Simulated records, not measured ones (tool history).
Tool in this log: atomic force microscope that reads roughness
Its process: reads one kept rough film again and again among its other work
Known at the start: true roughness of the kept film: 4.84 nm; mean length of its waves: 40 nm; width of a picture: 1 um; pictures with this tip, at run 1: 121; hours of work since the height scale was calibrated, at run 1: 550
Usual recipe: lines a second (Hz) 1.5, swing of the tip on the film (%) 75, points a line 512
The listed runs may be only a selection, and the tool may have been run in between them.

run	hour	lines a second (Hz)	swing of the tip on the film (%)	points a line	pictures with this tip	hours of work since the height scale was calibrated	roughness of the kept film (nm (root mean square))
1	0	1.5	75	512	121	550	4.305
# hour 3.6: new tip fitted
2	31.6	1.5	75	512	38	565	4.337
3	48.9	1.5	75	512	61	574	4.311
4	85.2	1.5	75	512	110	592	4.312
# hour 95.8: new tip fitted
5	112.1	1.5	75	512	22	605	4.28
6	147.8	1.5	75	512	71	622	4.323
7	172.3	1.5	87	512	104	634	4.204
# hour 187: new tip fitted
8	209.9	1.5	87	512	31	652	4.21
9	237	1.5	87	512	68	666	4.181
10	252.7	1.35	75	512	89	673	4.334
# hour 277.5: new tip fitted
11	278.4	1.5	75	512	2	686	4.31
12	308.7	1.5	75	523	43	700	4.304
13	345.6	1.5	75	523	93	719	4.302
# hour 368.3: new tip fitted
14	379	1.5	70	512	15	735	4.364
15	411.7	1.5	75	512	59	751	4.317
16	430.8	1.5	75	512	85	760	4.337
# hour 461.5: new tip fitted
17	467	1.5	75	512	7	778	4.322
18	486.4	1.5	75	512	34	787	4.332
19	506.3	1.5	67	512	61	797	4.381
20	534.5	1.5	75	998	99	811	4.323
# hour 552.5: new tip fitted
21	564.6	1.5	75	512	16	825	4.326
22	591.7	1.5	75	512	53	839	4.336
23	608.9	1.5	75	512	76	847	4.298
24	628	2.99	75	257	102	856	4.135
# hour 642.7: new tip fitted
25	657.3	0.84	79	805	20	870	4.365
26	690.9	0.84	79	805	65	887	4.364
27	713.9	0.54	78	897	96	898	4.402
# hour 733.6: new tip fitted
28	750	1.5	90	992	22	916	4.193
29	778.3	1.5	90	992	60	930	4.18
30	806.1	1.89	68	690	98	943	4.326
# hour 825.4: new tip fitted
31	833.7	1.5	75	436	11	956	4.29
32	852.6	0.82	70	306	36	966	4.417
33	870	0.82	70	306	60	974	4.343
34	894.1	0.61	61	891	93	986	4.432
# hour 916.2: new tip fitted
35	927.6	1.31	66	500	16	1002	4.402
36	944	0.59	75	458	38	1010	4.391
37	964	0.59	75	458	65	1020	4.389
38	987.2	0.63	75	368	96	1031	4.382
39	1004.2	1.5	75	465	120	1040	4.31
# hour 1007.1: new tip fitted
40	1031.5	0.87	75	512	33	1053	4.357
41	1050	0.87	75	512	58	1062	4.365
42	1087.6	1.05	75	512	109	1080	4.353
# hour 1097.3: new tip fitted
43	1125	1.05	70	287	37	1099	4.386
44	1156.1	0.77	75	616	80	1114	4.4
45	1179.1	2.43	81	389	111	1125	4.164
# hour 1188: new tip fitted
46	1207	1.5	57	512	26	1139	4.433

What if the next run were any one of these 3? Each begins from the tool's condition after run 46:
A	1231	3.87	57	298	59	1150	?
B	1231	2.34	56	861	59	1150	?
C	1231	1.5	57	743	59	1150	?

run	roughness of the kept film (nm (root mean square))
A	4.302
B	4.377
C	4.435
Without the tool's hidden state the same runs would have given:
run	roughness of the kept film (nm (root mean square))
A	4.304
B	4.379
C	4.438
